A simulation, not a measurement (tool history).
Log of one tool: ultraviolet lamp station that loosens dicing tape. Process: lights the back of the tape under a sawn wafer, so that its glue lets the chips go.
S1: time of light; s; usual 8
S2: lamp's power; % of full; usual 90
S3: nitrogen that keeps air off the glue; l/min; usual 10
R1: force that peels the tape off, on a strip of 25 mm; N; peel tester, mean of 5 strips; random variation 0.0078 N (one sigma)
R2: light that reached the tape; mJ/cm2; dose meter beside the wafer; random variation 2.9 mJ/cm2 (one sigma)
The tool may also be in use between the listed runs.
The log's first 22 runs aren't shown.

| run | hour | S1 | S2 | S3 | R1 | R2 |
|---|---|---|---|---|---|---|
| 23 | 460 | 6 | 73 | 9 | 1.461 | 194 |
| 24 | 473.2 | 8 | 84 | 4 | 1.317 | 294 |
|  | 483.1 | window cleaned of glue's vapour, once more |
| 25 | 495.4 | 5 | 82 | 4 | 2.354 | 193 |
| 26 | 520 | 9 | 64 | 4 | 1.521 | 268 |
| 27 | 532.1 | 8 | 90 | 17 | 0.322 | 335 |
| 28 | 545.7 | 8 | 90 | 17 | 0.311 | 332 |
| 29 | 565.1 | 8 | 90 | 17 | 0.315 | 334 |
| 30 | 580.7 | 8 | 90 | 17 | 0.328 | 330 |
| 31 | 593.7 | 5 | 68 | 14 | 1.554 | 155 |
| 32 | 619.8 | 5 | 68 | 14 | 1.69 | 154 |
| 33 | 632.1 | 5 | 68 | 14 | 1.637 | 154 |

5 ways to go on from here, each from the tool as it stands after run 33. What would each give?
| A | 654.4 | 5 | 92 | 17 | ? | ? |
| B | 654.4 | 4 | 68 | 7 | ? | ? |
| C | 654.4 | 5 | 68 | 4 | ? | ? |
| D | 654.4 | 8 | 61 | 10 | ? | ? |
| E | 654.4 | 7 | 91 | 9 | ? | ? |

| run | R1 | R2 |
|---|---|---|
| A | 0.853 | 205 |
| B | 3.127 | 122 |
| C | 3.301 | 150 |
| D | 1.086 | 215 |
| E | 0.723 | 283 |
Without the tool's hidden state the same runs would have given:
| run | R1 | R2 |
|---|---|---|
| A | 0.486 | 270 |
| B | 2.273 | 160 |
| C | 2.421 | 197 |
| D | 0.626 | 282 |
| E | 0.412 | 372 |

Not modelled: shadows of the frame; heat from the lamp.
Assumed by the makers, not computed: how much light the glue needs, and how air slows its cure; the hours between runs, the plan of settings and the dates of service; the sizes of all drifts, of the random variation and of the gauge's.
